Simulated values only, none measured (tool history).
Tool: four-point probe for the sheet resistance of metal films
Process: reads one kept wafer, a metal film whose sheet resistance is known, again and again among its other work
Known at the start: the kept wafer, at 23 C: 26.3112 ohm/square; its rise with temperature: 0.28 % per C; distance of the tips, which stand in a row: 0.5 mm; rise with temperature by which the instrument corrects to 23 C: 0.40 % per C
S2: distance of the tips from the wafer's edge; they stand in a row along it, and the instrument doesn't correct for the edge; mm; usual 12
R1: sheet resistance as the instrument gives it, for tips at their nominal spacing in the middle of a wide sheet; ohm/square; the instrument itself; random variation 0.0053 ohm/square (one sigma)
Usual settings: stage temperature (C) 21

run 1 hour=0 | stage_temperature_(C)=21 S2=12 | R1=26.558496
run 2 hour=24 | stage_temperature_(C)=21 S2=12 | R1=26.558174
run 3 hour=44.6 | stage_temperature_(C)=21 S2=12 | R1=26.569381
run 4 hour=66.7 | stage_temperature_(C)=21 S2=12 | R1=26.571826
run 5 hour=92.7 | stage_temperature_(C)=21 S2=12 | R1=26.573246
run 6 hour=111 | stage_temperature_(C)=21 S2=12 | R1=26.579382
run 7 hour=123.7 | stage_temperature_(C)=21 S2=12 | R1=26.580769
run 8 hour=139.6 | stage_temperature_(C)=21 S2=8 | R1=26.600043
run 9 hour=151.5 | stage_temperature_(C)=21 S2=8 | R1=26.602141
run 10 hour=178.3 | stage_temperature_(C)=21 S2=12 | R1=26.582175
run 11 hour=200.3 | stage_temperature_(C)=21 S2=12 | R1=26.590562
run 12 hour=215.4 | stage_temperature_(C)=21 S2=12 | R1=26.600274
run 13 hour=237.2 | stage_temperature_(C)=21 S2=12 | R1=26.590183
run 14 hour=249.8 | stage_temperature_(C)=21 S2=12 | R1=26.586473
run 15 hour=265.1 | stage_temperature_(C)=21 S2=28 | R1=26.573167
run 16 hour=294.6 | stage_temperature_(C)=21 S2=18 | R1=26.587262
run 17 hour=319 | stage_temperature_(C)=21 S2=18 | R1=26.595803
run 18 hour=339.7 | stage_temperature_(C)=21 S2=18 | R1=26.595644
run 19 hour=364 | stage_temperature_(C)=21 S2=23 | R1=26.591959
run 20 hour=392 | stage_temperature_(C)=21 S2=23 | R1=26.596678
run 21 hour=406.9 | stage_temperature_(C)=19 S2=12 | R1=26.691449
run 22 hour=429.7 | stage_temperature_(C)=33 S2=12 | R1=26.242248
run 23 hour=455.4 | stage_temperature_(C)=33 S2=12 | R1=26.253555
run 24 hour=482.2 | stage_temperature_(C)=33 S2=12 | R1=26.247493

Forecast run 25:
run 25 hour=510.9 | stage_temperature_(C)=33 S2=73 | R1=?

Run 25 gave R1 26.236155 ohm/square.
Without the tool's hidden state the same run would have given R1 26.006754 ohm/square.
